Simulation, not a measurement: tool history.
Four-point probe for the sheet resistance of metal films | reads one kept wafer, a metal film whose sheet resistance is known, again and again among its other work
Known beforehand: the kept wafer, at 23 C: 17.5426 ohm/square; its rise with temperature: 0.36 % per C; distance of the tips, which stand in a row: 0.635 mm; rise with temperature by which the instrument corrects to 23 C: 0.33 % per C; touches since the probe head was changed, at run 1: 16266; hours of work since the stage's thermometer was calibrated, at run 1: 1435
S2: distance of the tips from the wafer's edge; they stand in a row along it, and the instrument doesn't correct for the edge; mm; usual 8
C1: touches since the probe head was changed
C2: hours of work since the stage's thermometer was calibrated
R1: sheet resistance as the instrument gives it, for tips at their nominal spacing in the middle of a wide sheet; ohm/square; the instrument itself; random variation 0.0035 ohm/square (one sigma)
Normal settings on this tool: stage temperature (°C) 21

run 1 day=0.000 | stage_temperature_(°C)=21 S2=8 | C1=16266 C2=1435 | R1=17.660036
run 2 day=0.733 | stage_temperature_(°C)=21 S2=12 | C1=16734 C2=1443 | R1=17.625699
run 3 day=1.400 | stage_temperature_(°C)=21 S2=12 | C1=17157 C2=1450 | R1=17.622436
run 4 day=1.846 | stage_temperature_(°C)=33 S2=8 | C1=17441 C2=1455 | R1=17.712329
run 5 day=2.233 | stage_temperature_(°C)=33 S2=8 | C1=17686 C2=1459 | R1=17.707278
run 6 day=2.888 | stage_temperature_(°C)=33 S2=18 | C1=18103 C2=1467 | R1=17.658412
run 7 day=3.404 | stage_temperature_(°C)=21 S2=8 | C1=18433 C2=1472 | R1=17.666754
run 8 day=3.908 | stage_temperature_(°C)=21 S2=8 | C1=18752 C2=1478 | R1=17.658424
run 9 day=4.479 | stage_temperature_(°C)=21 S2=9 | C1=19117 C2=1484 | R1=17.644715
run 10 day=5.175 | stage_temperature_(°C)=21 S2=9 | C1=19559 C2=1491 | R1=17.648178
run 11 day=5.929 | stage_temperature_(°C)=21 S2=9 | C1=20039 C2=1500 | R1=17.650649
run 12 day=6.654 | stage_temperature_(°C)=19 S2=8 | C1=20499 C2=1507 | R1=17.648537
run 13 day=7.429 | stage_temperature_(°C)=19 S2=8 | C1=20994 C2=1516 | R1=17.650743
run 14 day=8.258 | stage_temperature_(°C)=21 S2=3 | C1=21520 C2=1525 | R1=18.021541
run 15 day=8.762 | stage_temperature_(°C)=21 S2=9 | C1=21840 C2=1530 | R1=17.651663
run 16 day=9.567 | stage_temperature_(°C)=21 S2=9 | C1=22352 C2=1539 | R1=17.652129
run 17 day=9.925 | stage_temperature_(°C)=21 S2=9 | C1=22580 C2=1543 | R1=17.643941
run 18 day=10.667 | stage_temperature_(°C)=21 S2=6 | C1=23053 C2=1551 | R1=17.716623
run 19 day=11.188 | stage_temperature_(°C)=21 S2=6 | C1=23383 C2=1556 | R1=17.706442
run 20 day=11.754 | stage_temperature_(°C)=21 S2=6 | C1=23743 C2=1563 | R1=17.715578
run 21 day=12.408 | stage_temperature_(°C)=21 S2=6 | C1=24159 C2=1570 | R1=17.709660
run 22 day=12.746 | stage_temperature_(°C)=21 S2=54 | C1=24374 C2=1573 | R1=17.608173
run 23 day=13.204 | stage_temperature_(°C)=30 S2=24 | C1=24667 C2=1578 | R1=17.649990
run 24 day=14.033 | stage_temperature_(°C)=34 S2=5 | C1=25192 C2=1587 | R1=17.807918
run 25 day=14.758 | stage_temperature_(°C)=20 S2=15 | C1=25656 C2=1595 | R1=17.622657
run 26 day=15.383 | stage_temperature_(°C)=20 S2=15 | C1=26052 C2=1602 | R1=17.621842
run 27 day=15.958 | stage_temperature_(°C)=25 S2=58 | C1=26417 C2=1608 | R1=17.627061
run 28 day=16.579 | stage_temperature_(°C)=27 S2=6 | C1=26813 C2=1615 | R1=17.738452
run 29 day=17.217 | stage_temperature_(°C)=27 S2=6 | C1=27218 C2=1622 | R1=17.747473
run 30 day=17.617 | stage_temperature_(°C)=20 S2=3 | C1=27472 C2=1626 | R1=18.022721
run 31 day=18.162 | stage_temperature_(°C)=22 S2=8 | C1=27820 C2=1632 | R1=17.665521
run 32 day=18.646 | stage_temperature_(°C)=22 S2=8 | C1=28129 C2=1637 | R1=17.676056
run 33 day=19.062 | stage_temperature_(°C)=22 S2=6 | C1=28392 C2=1642 | R1=17.716986
run 34 day=19.533 | stage_temperature_(°C)=22 S2=29 | C1=28692 C2=1647 | R1=17.622595
run 35 day=19.942 | stage_temperature_(°C)=22 S2=29 | C1=28951 C2=1651 | R1=17.618835
run 36 day=20.479 | stage_temperature_(°C)=34 S2=7 | C1=29295 C2=1657 | R1=17.747931
run 37 day=20.812 | stage_temperature_(°C)=18 S2=19 | C1=29507 C2=1661 | R1=17.613962
run 38 day=21.267 | stage_temperature_(°C)=19 S2=38 | C1=29795 C2=1666 | R1=17.601028
run 39 day=21.662 | stage_temperature_(°C)=24 S2=33 | C1=30047 C2=1670 | R1=17.633935
run 40 day=22.225 | stage_temperature_(°C)=24 S2=33 | C1=30405 C2=1676 | R1=17.633554
run 41 day=22.829 | stage_temperature_(°C)=24 S2=33 | C1=30789 C2=1682 | R1=17.628999
run 42 day=23.350 | stage_temperature_(°C)=35 S2=7 | C1=31121 C2=1688 | R1=17.744604
run 43 day=24.038 | stage_temperature_(°C)=35 S2=7 | C1=31556 C2=1695 | R1=17.744375
run 44 day=24.375 | stage_temperature_(°C)=31 S2=21 | C1=31773 C2=1699 | R1=17.662835

What if the next run were any one of these 5? Each begins from the tool's condition after run 44:
run A day=24.717 | stage_temperature_(°C)=19 S2=8 | C1=31989 C2=1703 | R1=?
run B day=24.717 | stage_temperature_(°C)=25 S2=8 | C1=31989 C2=1703 | R1=?
run C day=24.717 | stage_temperature_(°C)=19 S2=7 | C1=31989 C2=1703 | R1=?
run D day=24.717 | stage_temperature_(°C)=32 S2=62 | C1=31989 C2=1703 | R1=?
run E day=24.717 | stage_temperature_(°C)=26 S2=48 | C1=31989 C2=1703 | R1=?

run=A R1=17.658124
run=B R1=17.692584
run=C R1=17.679919
run=D R1=17.661385
run=E R1=17.639663
With the hidden condition removed and each run's random variation left untouched, the same runs would have given:
run=A R1=17.577913
run=B R1=17.612805
run=C R1=17.599613
run=D R1=17.582388
run=E R1=17.560204

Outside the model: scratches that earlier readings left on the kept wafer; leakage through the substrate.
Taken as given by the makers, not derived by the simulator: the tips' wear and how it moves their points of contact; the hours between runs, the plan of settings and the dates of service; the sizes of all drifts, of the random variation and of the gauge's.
